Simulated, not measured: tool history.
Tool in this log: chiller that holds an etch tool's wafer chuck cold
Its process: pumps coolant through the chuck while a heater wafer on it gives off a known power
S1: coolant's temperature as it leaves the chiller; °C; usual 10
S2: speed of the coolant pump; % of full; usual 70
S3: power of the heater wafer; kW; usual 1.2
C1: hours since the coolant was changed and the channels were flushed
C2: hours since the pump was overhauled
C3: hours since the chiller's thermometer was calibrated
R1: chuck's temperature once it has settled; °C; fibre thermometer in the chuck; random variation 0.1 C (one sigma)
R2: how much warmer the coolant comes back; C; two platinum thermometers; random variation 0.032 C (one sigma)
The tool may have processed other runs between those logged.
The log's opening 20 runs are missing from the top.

run 21 hour=1791 | S1=14 S2=90 S3=1.416 | C1=2239 C2=2090 C3=3579 | R1=23.5 R2=2.96
-- hour=1866 chiller's thermometer calibrated
run 22 hour=1897.8 | S1=8 S2=77 S3=1.115 | C1=2345 C2=2196 C3=32 | R1=16 R2=2.73
run 23 hour=1978 | S1=10 S2=98 S3=0.682 | C1=2425 C2=2277 C3=112 | R1=14.1 R2=1.3
run 24 hour=2062.2 | S1=10 S2=98 S3=0.682 | C1=2509 C2=2361 C3=196 | R1=14.2 R2=1.29
run 25 hour=2152.4 | S1=10 S2=98 S3=0.682 | C1=2599 C2=2451 C3=286 | R1=14.3 R2=1.35
run 26 hour=2210.8 | S1=1 S2=97 S3=1.2 | C1=2658 C2=2509 C3=345 | R1=8.2 R2=2.32
run 27 hour=2286.7 | S1=1 S2=61 S3=0.692 | C1=2733 C2=2585 C3=421 | R1=7.2 R2=2.17
run 28 hour=2338.7 | S1=13 S2=70 S3=1.2 | C1=2785 C2=2637 C3=473 | R1=22.7 R2=3.29
run 29 hour=2457.8 | S1=13 S2=70 S3=1.2 | C1=2905 C2=2756 C3=592 | R1=22.8 R2=3.28
run 30 hour=2539.5 | S1=13 S2=70 S3=1.2 | C1=2986 C2=2838 C3=674 | R1=22.6 R2=3.32
run 31 hour=2605.2 | S1=13 S2=70 S3=1.2 | C1=3052 C2=2904 C3=739 | R1=22.7 R2=3.27
run 32 hour=2722.1 | S1=10 S2=94 S3=0.966 | C1=3169 C2=3021 C3=856 | R1=16.2 R2=1.92

What if the next run were any one of these 3? Each begins from the tool's condition after run 32:
run A hour=2810.5 | S1=16 S2=94 S3=0.996 | C1=3257 C2=3109 C3=944 | R1=? R2=?
run B hour=2810.5 | S1=15 S2=71 S3=1.2 | C1=3257 C2=3109 C3=944 | R1=? R2=?
run C hour=2810.5 | S1=12 S2=70 S3=0.624 | C1=3257 C2=3109 C3=944 | R1=? R2=?

run=A R1=22.6 R2=2.01
run=B R1=24.7 R2=3.23
run=C R1=17.3 R2=1.73
With no hidden state in the tool, these same runs would have given:
run=A R1=21.8 R2=1.96
run=B R1=23.6 R2=3.15
run=C R1=16.6 R2=1.68
